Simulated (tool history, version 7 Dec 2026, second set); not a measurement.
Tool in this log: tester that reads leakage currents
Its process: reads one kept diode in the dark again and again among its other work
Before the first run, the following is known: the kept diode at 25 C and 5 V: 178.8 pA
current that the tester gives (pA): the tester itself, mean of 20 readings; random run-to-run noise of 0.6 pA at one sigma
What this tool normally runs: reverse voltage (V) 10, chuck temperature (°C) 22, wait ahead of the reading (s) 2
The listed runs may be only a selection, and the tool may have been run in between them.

run    hour  reverse voltage (V)  chuck temperature (°C)  wait ahead of the reading (s)  current that the tester gives (pA)
  1       0                   10                      22                              2                              199.92
  2    90.2                   10                      22                           0.63                              202.88
  3   173.6                   10                      22                           0.32                              207.36
  4   248.9                   10                      22                           0.32                              207.46
  5     336                   10                      22                           0.32                              209.53
  6   429.9                   10                      22                           0.32                               208.4
      458.6  -- probe card cleaned and baked
  7   535.2                   10                      22                              2                              199.88
  8   627.4                   10                      22                              2                              199.62
  9   716.2                   10                      23                           1.61                              217.67
 10   789.2                   10                      23                           1.61                              217.17
 11   834.5                  5.1                      23                              2                              154.23
 12   895.2                  5.1                      23                              2                              153.89
 13   957.5                  5.1                      23                              2                              153.14
 14  1014.8                  5.1                      23                              2                              153.62
 15  1064.9                  5.1                      23                              2                              153.32

Below are 5 alternative next runs, each starting from the tool's condition after run 15. Predict each:
  A  1169.7                  4.8                      22                              2                                   ?
  B  1169.7                  2.9                      23                              2                                   ?
  C  1169.7                  1.4                      25                              2                                   ?
  D  1169.7                 16.5                      25                              2                                   ?
  E  1169.7                   10                      60                           8.38                                   ?

run  current that the tester gives (pA)
  A                              136.48
  B                              114.18
  C                               93.23
  D                              334.47
  E                             3544.07
Had the tool no hidden state, the same runs would have come out as:
run  current that the tester gives (pA)
  A                              136.38
  B                              114.11
  C                               93.18
  D                              334.21
  E                             3542.72

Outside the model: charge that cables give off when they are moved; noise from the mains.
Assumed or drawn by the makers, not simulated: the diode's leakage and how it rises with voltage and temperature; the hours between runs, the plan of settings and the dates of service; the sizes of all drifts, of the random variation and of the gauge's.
